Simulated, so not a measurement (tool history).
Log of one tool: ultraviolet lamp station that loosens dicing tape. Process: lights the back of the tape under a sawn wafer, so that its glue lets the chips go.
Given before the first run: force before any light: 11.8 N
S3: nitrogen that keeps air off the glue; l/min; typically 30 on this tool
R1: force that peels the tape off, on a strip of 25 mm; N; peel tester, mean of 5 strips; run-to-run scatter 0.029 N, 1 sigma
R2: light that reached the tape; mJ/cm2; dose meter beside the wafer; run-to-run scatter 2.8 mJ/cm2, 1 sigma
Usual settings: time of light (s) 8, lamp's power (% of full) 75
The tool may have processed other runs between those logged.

run 1 hour=0.0 | time_of_light_(s)=8 lamp's_power_(%_of_full)=75 S3=30 | R1=1.618 R2=366
run 2 hour=4.1 | time_of_light_(s)=8 lamp's_power_(%_of_full)=75 S3=30 | R1=1.636 R2=366
run 3 hour=9.5 | time_of_light_(s)=8 lamp's_power_(%_of_full)=82 S3=30 | R1=1.352 R2=396
run 4 hour=17.8 | time_of_light_(s)=8 lamp's_power_(%_of_full)=82 S3=30 | R1=1.368 R2=399
run 5 hour=24.9 | time_of_light_(s)=8 lamp's_power_(%_of_full)=75 S3=30 | R1=1.617 R2=356
run 6 hour=28.9 | time_of_light_(s)=8 lamp's_power_(%_of_full)=78 S3=30 | R1=1.590 R2=375
run 7 hour=37.2 | time_of_light_(s)=8 lamp's_power_(%_of_full)=78 S3=30 | R1=1.567 R2=376
run 8 hour=43.4 | time_of_light_(s)=8 lamp's_power_(%_of_full)=78 S3=30 | R1=1.497 R2=374
run 9 hour=50.2 | time_of_light_(s)=8 lamp's_power_(%_of_full)=78 S3=30 | R1=1.559 R2=374
run 10 hour=59.3 | time_of_light_(s)=8 lamp's_power_(%_of_full)=78 S3=30 | R1=1.629 R2=373
run 11 hour=66.7 | time_of_light_(s)=8 lamp's_power_(%_of_full)=75 S3=30 | R1=1.673 R2=359
run 12 hour=75.1 | time_of_light_(s)=12 lamp's_power_(%_of_full)=75 S3=30 | R1=0.688 R2=536
-- hour=76.0 window cleaned of glue's vapour
run 13 hour=83.2 | time_of_light_(s)=12 lamp's_power_(%_of_full)=75 S3=30 | R1=0.702 R2=529
run 14 hour=90.7 | time_of_light_(s)=12 lamp's_power_(%_of_full)=75 S3=30 | R1=0.751 R2=527
run 15 hour=97.6 | time_of_light_(s)=12 lamp's_power_(%_of_full)=75 S3=30 | R1=0.736 R2=521
run 16 hour=102.0 | time_of_light_(s)=8 lamp's_power_(%_of_full)=75 S3=30 | R1=1.731 R2=349
run 17 hour=111.2 | time_of_light_(s)=8 lamp's_power_(%_of_full)=60 S3=30 | R1=2.585 R2=280
run 18 hour=119.3 | time_of_light_(s)=8 lamp's_power_(%_of_full)=75 S3=30 | R1=1.770 R2=349
run 19 hour=123.7 | time_of_light_(s)=8 lamp's_power_(%_of_full)=75 S3=30 | R1=1.817 R2=352
-- hour=124.7 window cleaned of glue's vapour, once more
run 20 hour=129.8 | time_of_light_(s)=7 lamp's_power_(%_of_full)=84 S3=60 | R1=1.097 R2=359
run 21 hour=137.1 | time_of_light_(s)=6 lamp's_power_(%_of_full)=75 S3=16 | R1=3.575 R2=275
run 22 hour=144.6 | time_of_light_(s)=14 lamp's_power_(%_of_full)=75 S3=21 | R1=0.575 R2=643
run 23 hour=152.8 | time_of_light_(s)=9 lamp's_power_(%_of_full)=92 S3=30 | R1=0.793 R2=502
run 24 hour=159.3 | time_of_light_(s)=9 lamp's_power_(%_of_full)=92 S3=30 | R1=0.794 R2=503
run 25 hour=165.8 | time_of_light_(s)=9 lamp's_power_(%_of_full)=92 S3=30 | R1=0.827 R2=504
run 26 hour=173.8 | time_of_light_(s)=9 lamp's_power_(%_of_full)=92 S3=30 | R1=0.828 R2=503
run 27 hour=181.8 | time_of_light_(s)=9 lamp's_power_(%_of_full)=92 S3=30 | R1=0.804 R2=508
run 28 hour=190.0 | time_of_light_(s)=9 lamp's_power_(%_of_full)=92 S3=30 | R1=0.825 R2=503
run 29 hour=194.9 | time_of_light_(s)=9 lamp's_power_(%_of_full)=92 S3=30 | R1=0.803 R2=501
run 30 hour=199.9 | time_of_light_(s)=9 lamp's_power_(%_of_full)=92 S3=30 | R1=0.832 R2=493
run 31 hour=206.6 | time_of_light_(s)=9 lamp's_power_(%_of_full)=92 S3=30 | R1=0.830 R2=504
run 32 hour=211.0 | time_of_light_(s)=5 lamp's_power_(%_of_full)=88 S3=57 | R1=2.093 R2=265
run 33 hour=217.1 | time_of_light_(s)=5 lamp's_power_(%_of_full)=88 S3=57 | R1=2.012 R2=262
run 34 hour=223.4 | time_of_light_(s)=5 lamp's_power_(%_of_full)=88 S3=57 | R1=2.069 R2=264
run 35 hour=229.5 | time_of_light_(s)=12 lamp's_power_(%_of_full)=91 S3=59 | R1=0.218 R2=652

Each row is a separate what-if for the run after 35, all from the same tool condition, not one after another. Results?
run A hour=235.0 | time_of_light_(s)=6 lamp's_power_(%_of_full)=76 S3=21 | R1=? R2=?
run B hour=235.0 | time_of_light_(s)=13 lamp's_power_(%_of_full)=80 S3=17 | R1=? R2=?
run C hour=235.0 | time_of_light_(s)=10 lamp's_power_(%_of_full)=76 S3=45 | R1=? R2=?

run=A R1=3.120 R2=276
run=B R1=0.807 R2=630
run=C R1=0.769 R2=461
What these runs would have given with no unlogged condition in the tool:
run=A R1=2.758 R2=302
run=B R1=0.638 R2=690
run=C R1=0.606 R2=505
